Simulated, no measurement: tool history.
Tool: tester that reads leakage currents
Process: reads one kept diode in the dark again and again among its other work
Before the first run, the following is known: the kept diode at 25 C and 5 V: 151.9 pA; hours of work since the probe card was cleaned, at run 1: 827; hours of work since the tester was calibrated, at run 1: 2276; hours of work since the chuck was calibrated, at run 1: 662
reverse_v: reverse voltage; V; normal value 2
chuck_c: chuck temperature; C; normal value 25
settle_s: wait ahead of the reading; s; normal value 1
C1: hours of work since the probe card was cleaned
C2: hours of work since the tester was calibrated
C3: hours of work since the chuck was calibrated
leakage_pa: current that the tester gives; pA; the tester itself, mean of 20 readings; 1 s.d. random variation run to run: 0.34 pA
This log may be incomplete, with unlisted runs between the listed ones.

{"run": 1, "hour": 0.0, "reverse_v": 2, "chuck_c": 25, "settle_s": 1, "C1": 827, "C2": 2276, "C3": 662, "leakage_pa": 115.38}
{"run": 2, "hour": 77.9, "reverse_v": 2, "chuck_c": 25, "settle_s": 1, "C1": 874, "C2": 2322, "C3": 708, "leakage_pa": 114.37}
{"run": 3, "hour": 181.0, "reverse_v": 2, "chuck_c": 25, "settle_s": 1, "C1": 935, "C2": 2383, "C3": 769, "leakage_pa": 114.16}
{"run": 4, "hour": 325.5, "reverse_v": 2, "chuck_c": 25, "settle_s": 1, "C1": 1020, "C2": 2469, "C3": 855, "leakage_pa": 114.41}
{"run": 5, "hour": 416.6, "reverse_v": 2, "chuck_c": 25, "settle_s": 1, "C1": 1074, "C2": 2523, "C3": 909, "leakage_pa": 114.15}
{"run": 6, "hour": 493.7, "reverse_v": 2, "chuck_c": 25, "settle_s": 1, "C1": 1120, "C2": 2568, "C3": 954, "leakage_pa": 114.95}
{"run": 7, "hour": 597.2, "reverse_v": 2, "chuck_c": 25, "settle_s": 1, "C1": 1181, "C2": 2630, "C3": 1016, "leakage_pa": 114.21}
{"run": 8, "hour": 734.1, "reverse_v": 2, "chuck_c": 25, "settle_s": 1, "C1": 1262, "C2": 2711, "C3": 1097, "leakage_pa": 114.52}
{"run": 9, "hour": 849.5, "reverse_v": 2, "chuck_c": 25, "settle_s": 1, "C1": 1330, "C2": 2779, "C3": 1165, "leakage_pa": 114.71}
{"run": 10, "hour": 983.5, "reverse_v": 3.02, "chuck_c": 25, "settle_s": 0.9, "C1": 1410, "C2": 2858, "C3": 1244, "leakage_pa": 131.97}
{"run": 11, "hour": 1064.3, "reverse_v": 2, "chuck_c": 25, "settle_s": 0.92, "C1": 1457, "C2": 2906, "C3": 1292, "leakage_pa": 114.17}
{"run": 12, "hour": 1175.4, "reverse_v": 5.55, "chuck_c": 25, "settle_s": 4.31, "C1": 1523, "C2": 2972, "C3": 1358, "leakage_pa": 165.78}
{"run": 13, "hour": 1258.5, "reverse_v": 2, "chuck_c": 25, "settle_s": 0.68, "C1": 1572, "C2": 3021, "C3": 1407, "leakage_pa": 112.95}
{"run": 14, "hour": 1371.3, "reverse_v": 15.95, "chuck_c": 39, "settle_s": 2.85, "C1": 1639, "C2": 3088, "C3": 1474, "leakage_pa": 827.78}
{"run": 15, "hour": 1478.7, "reverse_v": 4.64, "chuck_c": 55, "settle_s": 1, "C1": 1703, "C2": 3151, "C3": 1537, "leakage_pa": 1955.54}
{"hour": 1579.6, "done": "chuck's temperature calibrated"}
{"run": 16, "hour": 1579.6, "reverse_v": 9.39, "chuck_c": 31, "settle_s": 1, "C1": 1761, "C2": 3210, "C3": 0, "leakage_pa": 352.24}
{"run": 17, "hour": 1722.5, "reverse_v": 2, "chuck_c": 48, "settle_s": 1, "C1": 1846, "C2": 3295, "C3": 85, "leakage_pa": 855.65}
{"run": 18, "hour": 1803.6, "reverse_v": 2, "chuck_c": 48, "settle_s": 1, "C1": 1894, "C2": 3343, "C3": 133, "leakage_pa": 850.25}

What if the next run were any one of these 4? Each begins from the tool's condition after run 18:
{"run": "A", "hour": 1943.0, "reverse_v": 1.2, "chuck_c": 21, "settle_s": 2.26, "C1": 1976, "C2": 3425, "C3": 215, "leakage_pa": "?"}
{"run": "B", "hour": 1943.0, "reverse_v": 1.9, "chuck_c": 47, "settle_s": 0.43, "C1": 1976, "C2": 3425, "C3": 215, "leakage_pa": "?"}
{"run": "C", "hour": 1943.0, "reverse_v": 6.06, "chuck_c": 59, "settle_s": 1, "C1": 1976, "C2": 3425, "C3": 215, "leakage_pa": "?"}
{"run": "D", "hour": 1943.0, "reverse_v": 2, "chuck_c": 26, "settle_s": 2.44, "C1": 1976, "C2": 3425, "C3": 215, "leakage_pa": "?"}

run=A leakage_pa=66.33
run=B leakage_pa=773.01
run=C leakage_pa=2967.88
run=D leakage_pa=127.12
Without the tool's unlogged condition, the same runs would have read:
run=A leakage_pa=63.52
run=B leakage_pa=766.89
run=C leakage_pa=2942.97
run=D leakage_pa=122.37

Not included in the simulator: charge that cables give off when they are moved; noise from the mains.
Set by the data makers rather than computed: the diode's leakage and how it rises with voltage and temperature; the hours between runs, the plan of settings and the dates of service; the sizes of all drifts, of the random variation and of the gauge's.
